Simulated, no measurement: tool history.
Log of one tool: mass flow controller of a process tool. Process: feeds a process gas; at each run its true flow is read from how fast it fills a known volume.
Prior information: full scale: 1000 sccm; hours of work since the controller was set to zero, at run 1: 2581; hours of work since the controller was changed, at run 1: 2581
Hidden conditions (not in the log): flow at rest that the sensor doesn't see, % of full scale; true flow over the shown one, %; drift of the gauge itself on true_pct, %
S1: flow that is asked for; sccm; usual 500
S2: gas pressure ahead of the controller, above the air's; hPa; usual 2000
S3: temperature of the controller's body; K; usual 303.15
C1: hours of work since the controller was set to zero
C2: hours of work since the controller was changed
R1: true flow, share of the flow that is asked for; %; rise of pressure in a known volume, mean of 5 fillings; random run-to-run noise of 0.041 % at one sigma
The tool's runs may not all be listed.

Run 1, hour 0.0: usual settings; C1 2581; C2 2581. Result: R1 98.56 %.
Run 2, hour 240.5: usual settings; C1 2687; C2 2687. Result: R1 98.59 %.
Run 3, hour 449.3: usual settings but S1 557 sccm; C1 2780; C2 2780. Result: R1 98.73 %.
Run 4, hour 671.9: usual settings but S1 557 sccm; C1 2878; C2 2878. Result: R1 98.73 %.
Run 5, hour 1002.7: usual settings but S1 557 sccm; C1 3025; C2 3025. Result: R1 98.70 %.
Run 6, hour 1385.1: usual settings but S1 557 sccm, S2 1730 hPa, S3 295.15 K; C1 3195; C2 3195. Result: R1 99.63 %.
At hour 1407.3: controller's zero set anew.
Run 7, hour 1721.8: usual settings but S1 557 sccm, S2 1420 hPa, S3 295.15 K; C1 139; C2 3344. Result: R1 100.11 %.
Run 8, hour 1936.9: usual settings but S1 557 sccm, S2 1420 hPa, S3 295.15 K; C1 235; C2 3439. Result: R1 100.08 %.
Run 9, hour 2112.5: usual settings but S1 557 sccm, S2 1420 hPa, S3 295.15 K; C1 313; C2 3517. Result: R1 100.07 %.
Run 10, hour 2305.8: usual settings but S1 557 sccm, S2 2020 hPa, S3 311.15 K; C1 398; C2 3603. Result: R1 98.22 %.

Alternative continuations, all from the tool just after run 10; predict every row:
Run A, hour 2524.0: usual settings but S1 284 sccm, S2 1870 hPa, S3 301.15 K; C1 495; C2 3699. Result: R1 ?.
Run B, hour 2524.0: usual settings but S1 146 sccm, S2 1860 hPa; C1 495; C2 3699. Result: R1 ?.
Run C, hour 2524.0: usual settings but S1 557 sccm, S2 2100 hPa, S3 300.15 K; C1 495; C2 3699. Result: R1 ?.
Run D, hour 2524.0: usual settings but S1 128 sccm, S2 1880 hPa; C1 495; C2 3699. Result: R1 ?.
Run E, hour 2524.0: usual settings but S3 298.15 K; C1 495; C2 3699. Result: R1 ?.

run      R1
  A   99.44
  B  100.73
  C   99.34
  D  101.24
  E   99.46
With no hidden state in the tool, these same runs would have given:
run     R1
  A  97.72
  B  97.20
  C  98.56
  D  97.19
  E  98.56
